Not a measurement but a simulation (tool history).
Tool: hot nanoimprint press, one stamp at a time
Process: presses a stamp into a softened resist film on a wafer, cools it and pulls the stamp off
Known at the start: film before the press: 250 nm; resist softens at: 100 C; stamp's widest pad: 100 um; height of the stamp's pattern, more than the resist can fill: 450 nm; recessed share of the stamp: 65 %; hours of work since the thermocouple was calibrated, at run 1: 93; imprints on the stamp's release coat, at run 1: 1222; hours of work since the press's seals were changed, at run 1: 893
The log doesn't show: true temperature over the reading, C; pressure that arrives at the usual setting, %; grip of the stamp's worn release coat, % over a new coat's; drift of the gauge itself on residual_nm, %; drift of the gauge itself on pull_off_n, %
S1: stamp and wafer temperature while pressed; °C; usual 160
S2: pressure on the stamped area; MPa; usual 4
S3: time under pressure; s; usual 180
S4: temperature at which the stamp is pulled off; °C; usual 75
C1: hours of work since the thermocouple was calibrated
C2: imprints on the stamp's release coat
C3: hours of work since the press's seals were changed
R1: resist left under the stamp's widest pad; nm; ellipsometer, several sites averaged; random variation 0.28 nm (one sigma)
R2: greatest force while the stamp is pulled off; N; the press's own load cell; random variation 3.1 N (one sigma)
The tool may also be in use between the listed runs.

Run 1, hour 0: usual settings; C1 93; C2 1222; C3 893. Result: R1 107.5 nm, R2 146 N.
Run 2, hour 28: usual settings; C1 107; C2 1307; C3 908. Result: R1 107.8 nm, R2 155 N.
Run 3, hour 48.9: usual settings but S2 3.92 MPa; C1 118; C2 1370; C3 919. Result: R1 109.6 nm, R2 148 N.
Run 4, hour 85.5: usual settings but S2 2.45 MPa; C1 138; C2 1480; C3 938. Result: R1 142.5 nm, R2 142 N.
Run 5, hour 109.5: usual settings but S2 2.45 MPa; C1 150; C2 1553; C3 951. Result: R1 142.3 nm, R2 143 N.
At hour 140.8: stamp cleaned and given a new release coat.
Run 6, hour 162.8: usual settings but S2 2.45 MPa; C1 175; C2 67; C3 976. Result: R1 142.8 nm, R2 141 N.
Run 7, hour 183.4: usual settings; C1 186; C2 129; C3 987. Result: R1 109.1 nm, R2 145 N.
Run 8, hour 224: usual settings; C1 207; C2 252; C3 1008. Result: R1 109.5 nm, R2 144 N.
Run 9, hour 260.9: usual settings but S3 225 s; C1 227; C2 364; C3 1028. Result: R1 102.2 nm, R2 148 N.
Run 10, hour 284.4: usual settings but S3 225 s; C1 239; C2 435; C3 1040. Result: R1 102.4 nm, R2 144 N.
Run 11, hour 325.3: usual settings but S2 4.96 MPa, S3 222 s; C1 261; C2 558; C3 1062. Result: R1 90.5 nm, R2 143 N.
Run 12, hour 364.8: usual settings but S1 162 °C, S2 4.6 MPa, S3 323 s, S4 71 °C; C1 282; C2 678; C3 1082. Result: R1 77.1 nm, R2 158 N.
Run 13, hour 405.1: usual settings but S1 162 °C, S2 2.47 MPa, S3 323 s, S4 70 °C; C1 303; C2 800; C3 1104. Result: R1 112.1 nm, R2 152 N.
At hour 420.1: gauge calibrated.
Run 14, hour 437.1: usual settings but S1 162 °C, S2 2.47 MPa, S3 323 s, S4 70 °C; C1 320; C2 896; C3 1120. Result: R1 108.8 nm, R2 153 N.
Run 15, hour 482.1: usual settings but S1 162 °C, S2 2.47 MPa, S3 323 s, S4 70 °C; C1 344; C2 1032; C3 1144. Result: R1 108.9 nm, R2 153 N.
Run 16, hour 528.8: usual settings but S1 169 °C, S2 3.67 MPa; C1 368; C2 1173; C3 1169. Result: R1 80.9 nm, R2 147 N.

Forecast each of these 5 alternatives for the next run:
Run A, hour 555.7: usual settings but S1 149 °C, S4 68 °C; C1 382; C2 1255; C3 1183. Result: R1 ?, R2 ?.
Run B, hour 555.7: usual settings but S2 3.16 MPa; C1 382; C2 1255; C3 1183. Result: R1 ?, R2 ?.
Run C, hour 555.7: usual settings but S1 155 °C, S2 3.67 MPa, S3 266 s; C1 382; C2 1255; C3 1183. Result: R1 ?, R2 ?.
Run D, hour 555.7: usual settings but S1 169 °C, S2 4.73 MPa, S3 324 s; C1 382; C2 1255; C3 1183. Result: R1 ?, R2 ?.
Run E, hour 555.7: usual settings but S1 165 °C, S2 3.33 MPa; C1 382; C2 1255; C3 1183. Result: R1 ?, R2 ?.

run     R1   R2
  A  166.8  155
  B  124.1  145
  C  123.8  149
  D     56  144
  E   99.2  150
Without the tool's hidden state the same runs would have given:
run     R1   R2
  A  165.2  153
  B    123  143
  C  122.7  147
  D   55.4  142
  E   98.3  148
